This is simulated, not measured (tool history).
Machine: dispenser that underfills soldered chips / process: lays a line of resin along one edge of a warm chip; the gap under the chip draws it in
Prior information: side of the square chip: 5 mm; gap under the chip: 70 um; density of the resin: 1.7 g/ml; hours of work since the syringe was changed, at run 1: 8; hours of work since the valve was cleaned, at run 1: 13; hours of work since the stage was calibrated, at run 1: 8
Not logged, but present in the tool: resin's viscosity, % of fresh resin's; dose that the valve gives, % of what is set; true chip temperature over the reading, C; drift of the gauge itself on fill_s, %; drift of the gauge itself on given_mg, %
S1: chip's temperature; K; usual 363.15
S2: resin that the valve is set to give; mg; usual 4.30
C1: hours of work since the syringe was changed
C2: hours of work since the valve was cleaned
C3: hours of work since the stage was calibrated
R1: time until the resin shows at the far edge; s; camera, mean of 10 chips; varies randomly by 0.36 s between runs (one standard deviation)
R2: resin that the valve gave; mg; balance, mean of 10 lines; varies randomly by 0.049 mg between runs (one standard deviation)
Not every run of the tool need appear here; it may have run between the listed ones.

run	day	S1	S2	C1	C2	C3	R1	R2
1	0.000	363.15	4.30	8	13	8	28.2	4.29
# day 0.092: new syringe of resin
2	0.100	363.15	4.30	0	15	10	20.2	4.28
3	0.221	363.15	4.71	2	17	12	21.9	4.60
4	0.412	363.15	4.71	6	20	16	25.4	4.56
5	0.558	363.15	4.71	8	23	18	28.7	4.71
# day 0.650: new syringe of resin
6	0.721	363.15	4.71	1	26	21	21.0	4.58
7	0.908	363.15	4.71	5	29	24	24.1	4.49
8	1.042	363.15	5.12	7	31	27	26.6	4.89
# day 1.196: new syringe of resin
9	1.229	363.15	5.12	1	35	30	20.0	5.03
10	1.417	363.15	5.12	4	38	33	24.1	4.90
11	1.533	363.15	3.97	6	40	35	26.9	3.79
12	1.671	363.15	4.30	9	43	38	29.7	4.12
# day 1.742: new syringe of resin
13	1.850	363.15	4.30	2	46	41	22.2	4.11
14	1.992	363.15	4.30	4	48	43	23.2	4.10
15	2.150	363.15	4.84	7	51	46	26.7	4.72
16	2.262	367.15	4.84	9	53	48	24.3	4.55
# day 2.292: new syringe of resin
17	2.388	363.15	4.30	2	55	50	21.3	4.11
18	2.571	363.15	4.30	5	58	54	24.5	3.99
19	2.754	364.15	5.46	8	62	57	26.3	5.14
# day 2.842: new syringe of resin
20	2.938	364.15	5.46	2	65	60	19.9	5.15
21	3.017	371.15	5.37	3	66	61	16.2	5.08
22	3.121	353.15	4.93	5	68	63	38.6	4.61
23	3.229	353.15	4.93	7	70	65	42.5	4.60
24	3.367	353.15	4.93	9	72	68	46.6	4.64
# day 3.392: new syringe of resin
25	3.512	365.15	4.38	2	75	70	20.4	3.98
26	3.675	361.15	4.77	5	78	73	26.9	4.50
27	3.779	368.15	4.90	7	80	75	21.6	4.57
# day 3.938: new syringe of resin
28	3.954	368.15	4.90	0	83	78	16.0	4.58
29	4.092	367.15	4.39	3	85	80	19.4	4.08
30	4.246	367.15	5.03	6	88	83	21.6	4.67
31	4.333	370.15	3.91	7	89	85	21.6	3.55
32	4.438	364.15	3.86	9	91	87	29.8	3.51
# day 4.496: new syringe of resin
33	4.533	350.15	4.06	1	93	88	38.2	3.73
34	4.617	368.15	4.00	2	94	90	18.3	3.67
35	4.779	363.15	5.27	5	97	93	24.7	4.83
36	4.917	350.15	5.21	8	100	95	48.2	4.80

How would selected steps in R1 from run to run divide? Give the signed amount a tool lacking its hidden state would still show from settings, what came in and random variation, and the signed amount left for the hidden state, including any gauge scatter that is not in both of the compared results.
Run 1 -> 2: new syringe of resin. R1 -8.0 s: hidden state -8.6, all else +0.6.
Run 21 -> 22: S1 371.15 -> 353.15, S2 5.37 -> 4.93. R1 +22.4 s: hidden state +5.8, all else +16.6.
Run 24 -> 25: S1 353.15 -> 365.15, S2 4.93 -> 4.38, new syringe of resin. R1 -26.2 s: hidden state -14.4, all else -11.8.
Run 35 -> 36: S1 363.15 -> 350.15, S2 5.27 -> 5.21. R1 +23.5 s: hidden state +8.9, all else +14.6.
